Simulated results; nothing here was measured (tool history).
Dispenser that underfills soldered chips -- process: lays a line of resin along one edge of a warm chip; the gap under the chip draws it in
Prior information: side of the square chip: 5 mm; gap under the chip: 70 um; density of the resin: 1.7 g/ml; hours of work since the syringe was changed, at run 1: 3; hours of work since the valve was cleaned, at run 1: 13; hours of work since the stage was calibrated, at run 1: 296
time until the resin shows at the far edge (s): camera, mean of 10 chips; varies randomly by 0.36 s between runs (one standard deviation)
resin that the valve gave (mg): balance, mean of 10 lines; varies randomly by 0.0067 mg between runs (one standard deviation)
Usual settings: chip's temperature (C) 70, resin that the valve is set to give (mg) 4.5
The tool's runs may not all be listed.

run,day,chip's temperature (C),resin that the valve is set to give (mg),hours of work since the syringe was changed,hours of work since the valve was cleaned,hours of work since the stage was calibrated,time until the resin shows at the far edge (s),resin that the valve gave (mg)
1,0,70,4.5,3,13,296,22.9,4.463
# day 0.238: new syringe of resin
2,0.6,70,4.5,7,24,308,29.3,4.455
# day 0.667: new syringe of resin
3,0.875,70,4.76,4,29,312,23.9,4.692
# day 1.108: new syringe of resin
4,1.446,70,4.76,6,39,323,27.5,4.671
# day 1.525: new syringe of resin
5,1.812,70,4.5,5,46,330,26.9,4.41
# day 1.958: new syringe of resin
6,2.338,70,4.5,7,55,339,29.9,4.392
# day 2.383: new syringe of resin
7,2.658,70,4.5,5,61,345,26.3,4.398
# day 2.825: new syringe of resin
8,3.096,70,4.5,5,69,353,25.7,4.376
# day 3.233: new syringe of resin
# day 3.642: new syringe of resin
9,3.75,71,4.5,2,81,365,19.5,4.341
# day 4.058: new syringe of resin
10,4.058,71,4.5,0,87,371,17,4.345
# day 4.496: new syringe of resin
# day 4.538: dispensing valve cleaned and set on the balance
11,4.625,77,4.5,2,2,380,13.6,4.501
# day 4.946: new syringe of resin
12,5.062,77,4.5,2,10,388,14.9,4.491
13,5.329,77,4.5,7,15,393,20.7,4.481
# day 5.375: new syringe of resin
# day 5.792: new syringe of resin
14,5.862,77,4.5,1,24,403,13.9,4.468
# day 6.2: new syringe of resin
15,6.2,61,4.5,0,30,409,28.5,4.459
16,6.479,61,4.5,5,36,414,40.5,4.447
# day 6.617: new syringe of resin
# day 7.071: new syringe of resin
17,7.104,61,4.5,1,47,426,29.1,4.436
# day 7.504: new syringe of resin
18,7.717,61,4.5,4,58,437,36.6,4.412
# day 7.942: new syringe of resin
# day 8.35: new syringe of resin
19,8.35,79,4.15,0,70,448,11.4,4.054
# day 8.767: new syringe of resin
20,8.775,59,4.85,0,78,456,31.4,4.713
# day 9.204: new syringe of resin
21,9.312,82,4.93,2,88,466,10.4,4.777
# day 9.65: new syringe of resin
# day 9.729: dispensing valve cleaned and set on the balance
22,9.896,79,4.95,4,3,476,13.8,4.954
# day 9.992: stage's temperature calibrated
# day 10.175: new syringe of resin
23,10.342,80,4.16,3,11,6,15.4,4.152
# day 10.621: new syringe of resin
24,10.646,57,4.16,1,16,12,43.2,4.144
25,11.004,66,5.73,7,23,19,40.5,5.681
# day 11.054: new syringe of resin
# day 11.467: new syringe of resin
26,11.638,66,5.73,3,34,30,31.2,5.659
# day 11.917: new syringe of resin
27,12.05,57,4.74,3,42,38,47.9,4.676
# day 12.338: new syringe of resin
28,12.379,56,4.71,1,48,44,45.3,4.644
# day 12.788: new syringe of resin
29,12.804,79,5.68,0,56,51,12.5,5.582
# day 13.217: new syringe of resin
30,13.217,76,4.39,0,63,59,15,4.279
# day 13.675: new syringe of resin
31,13.771,56,4.37,2,73,69,47,4.266
# day 14.088: new syringe of resin
32,14.1,56,4.37,0,79,75,44,4.245
# day 14.504: new syringe of resin
33,14.508,56,4.76,0,87,83,41.5,4.614

What if the next run were any one of these 4? Each begins from the tool's condition after run 33:
# day 14.942: new syringe of resin
# day 14.983: dispensing valve cleaned and set on the balance
A,15.121,68,4.61,3,3,93,?,?
# day 14.942: new syringe of resin
# day 14.983: dispensing valve cleaned and set on the balance
B,15.121,57,5.17,3,3,93,?,?
# day 14.942: new syringe of resin
# day 14.983: dispensing valve cleaned and set on the balance
C,15.121,70,5.35,3,3,93,?,?
# day 14.942: new syringe of resin
# day 14.983: dispensing valve cleaned and set on the balance
D,15.121,56,4.77,3,3,93,?,?

run,time until the resin shows at the far edge (s),resin that the valve gave (mg)
A,26.1,4.609
B,46.9,5.175
C,23.6,5.35
D,50.4,4.761
The same runs, with their run-to-run variation unchanged, on a tool lacking any hidden condition would have given:
run,time until the resin shows at the far edge (s),resin that the valve gave (mg)
A,22.1,4.605
B,40,5.172
C,20.2,5.346
D,43.1,4.758

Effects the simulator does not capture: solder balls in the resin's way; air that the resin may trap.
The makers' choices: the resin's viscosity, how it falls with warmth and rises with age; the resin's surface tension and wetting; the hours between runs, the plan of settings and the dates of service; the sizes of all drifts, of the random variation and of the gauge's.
